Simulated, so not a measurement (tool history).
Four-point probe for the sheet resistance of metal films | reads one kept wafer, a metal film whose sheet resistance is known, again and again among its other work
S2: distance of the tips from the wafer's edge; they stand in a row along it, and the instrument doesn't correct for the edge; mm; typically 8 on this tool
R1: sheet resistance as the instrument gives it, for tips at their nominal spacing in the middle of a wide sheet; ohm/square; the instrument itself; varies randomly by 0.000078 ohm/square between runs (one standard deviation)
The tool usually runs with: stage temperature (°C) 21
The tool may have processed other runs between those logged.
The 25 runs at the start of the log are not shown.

{"run": 26, "hour": 454.8, "stage temperature (°C)": 18, "S2": 3, "R1": 0.396312}
{"run": 27, "hour": 475.7, "stage temperature (°C)": 20, "S2": 5, "R1": 0.392317}
{"run": 28, "hour": 495.8, "stage temperature (°C)": 20, "S2": 5, "R1": 0.392559}
{"run": 29, "hour": 508.8, "stage temperature (°C)": 21, "S2": 14, "R1": 0.390452}
{"hour": 511.3, "done": "stage's thermometer calibrated"}
{"run": 30, "hour": 537.8, "stage temperature (°C)": 22, "S2": 9, "R1": 0.390272}
{"run": 31, "hour": 555.5, "stage temperature (°C)": 34, "S2": 41, "R1": 0.387547}
{"run": 32, "hour": 571.4, "stage temperature (°C)": 34, "S2": 41, "R1": 0.387718}
{"run": 33, "hour": 598.4, "stage temperature (°C)": 34, "S2": 41, "R1": 0.387543}
{"run": 34, "hour": 623.9, "stage temperature (°C)": 26, "S2": 22, "R1": 0.388968}
{"run": 35, "hour": 651.5, "stage temperature (°C)": 26, "S2": 22, "R1": 0.38877}
{"hour": 654.2, "done": "stage's thermometer calibrated, once more"}
{"run": 36, "hour": 680.5, "stage temperature (°C)": 28, "S2": 8, "R1": 0.390291}
{"run": 37, "hour": 697.6, "stage temperature (°C)": 27, "S2": 26, "R1": 0.389669}
{"run": 38, "hour": 717.2, "stage temperature (°C)": 27, "S2": 26, "R1": 0.389694}
{"run": 39, "hour": 729.0, "stage temperature (°C)": 27, "S2": 26, "R1": 0.389707}
{"run": 40, "hour": 753.3, "stage temperature (°C)": 27, "S2": 26, "R1": 0.389647}
{"run": 41, "hour": 776.1, "stage temperature (°C)": 27, "S2": 26, "R1": 0.389568}
{"run": 42, "hour": 804.4, "stage temperature (°C)": 29, "S2": 9, "R1": 0.390011}
{"run": 43, "hour": 832.6, "stage temperature (°C)": 30, "S2": 6, "R1": 0.390521}
{"run": 44, "hour": 852.5, "stage temperature (°C)": 30, "S2": 42, "R1": 0.3891}
{"run": 45, "hour": 871.8, "stage temperature (°C)": 24, "S2": 4, "R1": 0.393067}

4 options for the next run, each taken on its own from the tool as it stands now. Forecast them:
{"run": "A", "hour": 899.8, "stage temperature (°C)": 34, "S2": 35, "R1": "?"}
{"run": "B", "hour": 899.8, "stage temperature (°C)": 25, "S2": 8, "R1": "?"}
{"run": "C", "hour": 899.8, "stage temperature (°C)": 26, "S2": 5, "R1": "?"}
{"run": "D", "hour": 899.8, "stage temperature (°C)": 33, "S2": 17, "R1": "?"}

run=A R1=0.388233
run=B R1=0.390638
run=C R1=0.391674
run=D R1=0.388616
What these runs would have given with no unlogged condition in the tool:
run=A R1=0.387705
run=B R1=0.390111
run=C R1=0.391145
run=D R1=0.388088
